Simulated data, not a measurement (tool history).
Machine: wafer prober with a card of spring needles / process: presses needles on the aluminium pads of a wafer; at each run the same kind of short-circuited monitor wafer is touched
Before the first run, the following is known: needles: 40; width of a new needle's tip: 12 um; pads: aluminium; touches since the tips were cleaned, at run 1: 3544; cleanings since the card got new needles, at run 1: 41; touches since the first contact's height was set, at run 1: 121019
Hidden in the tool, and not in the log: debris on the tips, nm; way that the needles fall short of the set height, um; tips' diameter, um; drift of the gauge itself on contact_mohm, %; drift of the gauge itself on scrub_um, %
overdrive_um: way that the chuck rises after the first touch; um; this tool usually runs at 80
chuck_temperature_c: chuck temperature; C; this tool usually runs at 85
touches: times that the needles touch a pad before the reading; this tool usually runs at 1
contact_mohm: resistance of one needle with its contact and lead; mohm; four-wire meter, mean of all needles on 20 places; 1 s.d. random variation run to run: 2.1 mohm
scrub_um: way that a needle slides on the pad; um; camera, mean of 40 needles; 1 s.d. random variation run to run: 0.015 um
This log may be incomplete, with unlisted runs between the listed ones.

| run | hour | overdrive_um | chuck_temperature_c | touches | touches since the tips were cleaned | cleanings since the card got new needles | touches since the first contact's height was set | contact_mohm | scrub_um |
|---|---|---|---|---|---|---|---|---|---|
| 1 | 0.0 | 80 | 85 | 1 | 3544 | 41 | 121019 | 285 | 21.57 |
|  | 8.7 | tips cleaned on abrasive film |
|  | 15.7 | height of the first contact set anew |
| 2 | 16.6 | 80 | 85 | 1 | 4132 | 42 | 498 | 295 | 21.71 |
|  | 23.9 | tips cleaned on abrasive film |
| 3 | 32.2 | 80 | 97 | 1 | 4575 | 43 | 9045 | 306 | 21.70 |
|  | 39.6 | tips cleaned on abrasive film |
| 4 | 41.9 | 80 | 97 | 1 | 1293 | 44 | 14350 | 268 | 21.70 |
|  | 54.6 | tips cleaned on abrasive film |
| 5 | 57.5 | 80 | 97 | 1 | 1573 | 45 | 22851 | 270 | 21.69 |
|  | 70.4 | tips cleaned on abrasive film |
| 6 | 73.8 | 73 | 85 | 1 | 1832 | 46 | 31743 | 283 | 19.77 |
|  | 85.4 | tips cleaned on abrasive film |
| 7 | 87.0 | 80 | 85 | 1 | 895 | 47 | 38973 | 260 | 21.69 |
| 8 | 99.9 | 80 | 85 | 2 | 8007 | 47 | 46085 | 279 | 21.66 |
|  | 101.4 | tips cleaned on abrasive film |
| 9 | 107.9 | 80 | 81 | 1 | 3567 | 48 | 50428 | 296 | 21.68 |
|  | 116.4 | tips cleaned on abrasive film |
| 10 | 116.4 | 80 | 81 | 1 | 0 | 49 | 55039 | 241 | 21.66 |
| 11 | 130.3 | 80 | 85 | 2 | 7637 | 49 | 62676 | 278 | 21.65 |
|  | 131.5 | tips cleaned on abrasive film |
|  | 147.5 | tips cleaned on abrasive film |
| 12 | 148.1 | 80 | 85 | 1 | 328 | 51 | 72350 | 250 | 21.65 |
| 13 | 156.8 | 80 | 85 | 1 | 5155 | 51 | 77177 | 301 | 21.63 |
|  | 163.5 | tips cleaned on abrasive film |
| 14 | 170.3 | 80 | 85 | 1 | 3693 | 52 | 84504 | 295 | 21.64 |
|  | 178.4 | tips cleaned on abrasive film |
| 15 | 184.4 | 80 | 85 | 1 | 3282 | 53 | 92208 | 284 | 21.59 |
|  | 193.7 | tips cleaned on abrasive film |
| 16 | 199.2 | 80 | 85 | 1 | 3044 | 54 | 100316 | 287 | 21.57 |
|  | 209.8 | tips cleaned on abrasive film |
| 17 | 213.9 | 77 | 57 | 3 | 2257 | 55 | 108338 | 244 | 20.75 |
|  | 224.8 | tips cleaned on abrasive film |
| 18 | 226.2 | 76 | 59 | 1 | 743 | 56 | 115053 | 250 | 20.50 |
|  | 240.4 | tips cleaned on abrasive film |
| 19 | 244.0 | 83 | 96 | 1 | 2019 | 57 | 124813 | 275 | 22.38 |
|  | 252.7 | height of the first contact set anew |
| 20 | 252.7 | 83 | 96 | 1 | 6648 | 57 | 0 | 308 | 22.53 |
|  | 256.7 | tips cleaned on abrasive film |
| 21 | 269.3 | 82 | 85 | 2 | 6914 | 58 | 9056 | 277 | 22.24 |
|  | 271.9 | tips cleaned on abrasive film |
| 22 | 285.5 | 77 | 85 | 2 | 7463 | 59 | 17920 | 280 | 20.91 |
|  | 287.5 | tips cleaned on abrasive film |
| 23 | 299.4 | 80 | 83 | 1 | 6570 | 60 | 25530 | 308 | 21.69 |
|  | 302.8 | tips cleaned on abrasive film |
| 24 | 314.4 | 86 | 26 | 1 | 6368 | 61 | 33703 | 289 | 23.33 |
|  | 318.6 | tips cleaned on abrasive film |
| 25 | 329.3 | 86 | 79 | 2 | 5878 | 62 | 41819 | 268 | 23.31 |

Forecast run 26:
|  | 334.4 | tips cleaned on abrasive film |
| 26 | 346.0 | 74 | 85 | 2 | 6387 | 63 | 50979 | ? | ? |

contact_mohm: 283 mohm
scrub_um: 20.03 um
Minus the tool's unlogged condition, the same run would have read contact_mohm 233 mohm, scrub_um 20.10 um.
